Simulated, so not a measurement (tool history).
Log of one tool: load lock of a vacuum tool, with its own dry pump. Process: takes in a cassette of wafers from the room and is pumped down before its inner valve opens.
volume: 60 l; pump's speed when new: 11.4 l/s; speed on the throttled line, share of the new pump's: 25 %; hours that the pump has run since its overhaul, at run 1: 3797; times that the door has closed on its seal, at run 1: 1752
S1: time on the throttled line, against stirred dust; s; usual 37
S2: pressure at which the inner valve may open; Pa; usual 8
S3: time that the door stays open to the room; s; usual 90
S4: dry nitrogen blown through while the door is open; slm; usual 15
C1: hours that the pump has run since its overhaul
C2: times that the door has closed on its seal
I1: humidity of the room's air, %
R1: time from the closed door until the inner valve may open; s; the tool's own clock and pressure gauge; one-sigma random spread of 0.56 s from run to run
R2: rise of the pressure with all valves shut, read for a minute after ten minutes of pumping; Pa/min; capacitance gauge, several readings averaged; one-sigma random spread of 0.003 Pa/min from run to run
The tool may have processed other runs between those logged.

run 1 hour=0.0 | S1=37 S2=8 S3=90 S4=15 | C1=3797 C2=1752 | I1=43.2 | R1=77.9 R2=0.048
run 2 hour=63.8 | S1=21 S2=8 S3=90 S4=15 | C1=3861 C2=1983 | I1=47.1 | R1=65.9 R2=0.049
run 3 hour=143.7 | S1=21 S2=8 S3=90 S4=15 | C1=3941 C2=2273 | I1=49.4 | R1=65.6 R2=0.053
run 4 hour=207.7 | S1=37 S2=8 S3=90 S4=14 | C1=4005 C2=2505 | I1=47.1 | R1=77.4 R2=0.053
run 5 hour=256.8 | S1=37 S2=8 S3=90 S4=14 | C1=4054 C2=2683 | I1=48.5 | R1=78.2 R2=0.050
run 6 hour=323.4 | S1=37 S2=7 S3=90 S4=15 | C1=4121 C2=2925 | I1=45.7 | R1=79.1 R2=0.050
run 7 hour=409.3 | S1=37 S2=7 S3=90 S4=15 | C1=4207 C2=3236 | I1=44.4 | R1=78.7 R2=0.048
run 8 hour=481.9 | S1=37 S2=7 S3=90 S4=15 | C1=4279 C2=3500 | I1=45.4 | R1=79.0 R2=0.048
run 9 hour=537.7 | S1=37 S2=8 S3=90 S4=15 | C1=4335 C2=3702 | I1=45.6 | R1=77.4 R2=0.045
run 10 hour=604.0 | S1=37 S2=8 S3=90 S4=15 | C1=4401 C2=3942 | I1=44.7 | R1=77.8 R2=0.043
run 11 hour=654.4 | S1=37 S2=8 S3=90 S4=15 | C1=4452 C2=4125 | I1=41.8 | R1=77.9 R2=0.039
run 12 hour=699.8 | S1=37 S2=8 S3=90 S4=15 | C1=4497 C2=4290 | I1=46.8 | R1=78.4 R2=0.053
run 13 hour=788.6 | S1=49 S2=8 S3=90 S4=15 | C1=4586 C2=4612 | I1=41.6 | R1=86.2 R2=0.049
run 14 hour=866.2 | S1=37 S2=8 S3=90 S4=8 | C1=4664 C2=4893 | I1=46.1 | R1=78.3 R2=0.065
run 15 hour=944.5 | S1=37 S2=8 S3=90 S4=12 | C1=4742 C2=5177 | I1=45.3 | R1=77.8 R2=0.054
run 16 hour=1019.6 | S1=37 S2=8 S3=90 S4=12 | C1=4817 C2=5449 | I1=44.6 | R1=78.1 R2=0.056
run 17 hour=1067.7 | S1=37 S2=13 S3=233 S4=15 | C1=4865 C2=5624 | I1=43.5 | R1=74.9 R2=0.097
run 18 hour=1164.8 | S1=37 S2=8 S3=233 S4=9 | C1=4962 C2=5976 | I1=45.2 | R1=78.0 R2=0.114
run 19 hour=1223.3 | S1=23 S2=8 S3=129 S4=7 | C1=5021 C2=6188 | I1=47.0 | R1=68.7 R2=0.083
run 20 hour=1281.4 | S1=63 S2=13 S3=90 S4=15 | C1=5079 C2=6399 | I1=45.8 | R1=94.0 R2=0.048
run 21 hour=1376.4 | S1=63 S2=13 S3=90 S4=15 | C1=5174 C2=6743 | I1=44.7 | R1=94.5 R2=0.045
run 22 hour=1466.9 | S1=45 S2=8 S3=112 S4=15 | C1=5264 C2=7071 | I1=41.5 | R1=84.3 R2=0.045
run 23 hour=1565.9 | S1=45 S2=8 S3=112 S4=15 | C1=5363 C2=7430 | I1=44.2 | R1=83.2 R2=0.057
run 24 hour=1641.9 | S1=39 S2=8 S3=112 S4=15 | C1=5439 C2=7706 | I1=44.8 | R1=79.6 R2=0.057
run 25 hour=1738.5 | S1=37 S2=9 S3=149 S4=15 | C1=5536 C2=8056 | I1=47.4 | R1=77.0 R2=0.073
run 26 hour=1782.9 | S1=41 S2=9 S3=149 S4=15 | C1=5580 C2=8217 | I1=47.5 | R1=80.0 R2=0.071
run 27 hour=1846.5 | S1=41 S2=9 S3=149 S4=15 | C1=5644 C2=8448 | I1=44.2 | R1=79.8 R2=0.068
run 28 hour=1898.8 | S1=41 S2=7 S3=55 S4=15 | C1=5696 C2=8637 | I1=43.8 | R1=81.9 R2=0.031
run 29 hour=1954.7 | S1=20 S2=8 S3=79 S4=15 | C1=5752 C2=8840 | I1=43.5 | R1=65.2 R2=0.047
run 30 hour=2008.3 | S1=32 S2=8 S3=57 S4=15 | C1=5806 C2=9034 | I1=47.7 | R1=74.3 R2=0.037

Below are 4 alternative next runs, each starting from the tool's condition after run 30. Predict each:
run A hour=2071.9 | S1=26 S2=8 S3=57 S4=8 | C1=5869 C2=9265 | I1=47.2 | R1=? R2=?
run B hour=2071.9 | S1=37 S2=7 S3=40 S4=20 | C1=5869 C2=9265 | I1=43.0 | R1=? R2=?
run C hour=2071.9 | S1=32 S2=6 S3=57 S4=9 | C1=5869 C2=9265 | I1=42.7 | R1=? R2=?
run D hour=2071.9 | S1=38 S2=7 S3=90 S4=16 | C1=5869 C2=9265 | I1=44.5 | R1=? R2=?

run=A R1=68.7 R2=0.046
run=B R1=78.5 R2=0.020
run=C R1=76.6 R2=0.036
run=D R1=79.9 R2=0.049
Without the tool's hidden state the same runs would have given:
run=A R1=68.6 R2=0.046
run=B R1=78.5 R2=0.020
run=C R1=76.6 R2=0.036
run=D R1=79.9 R2=0.049
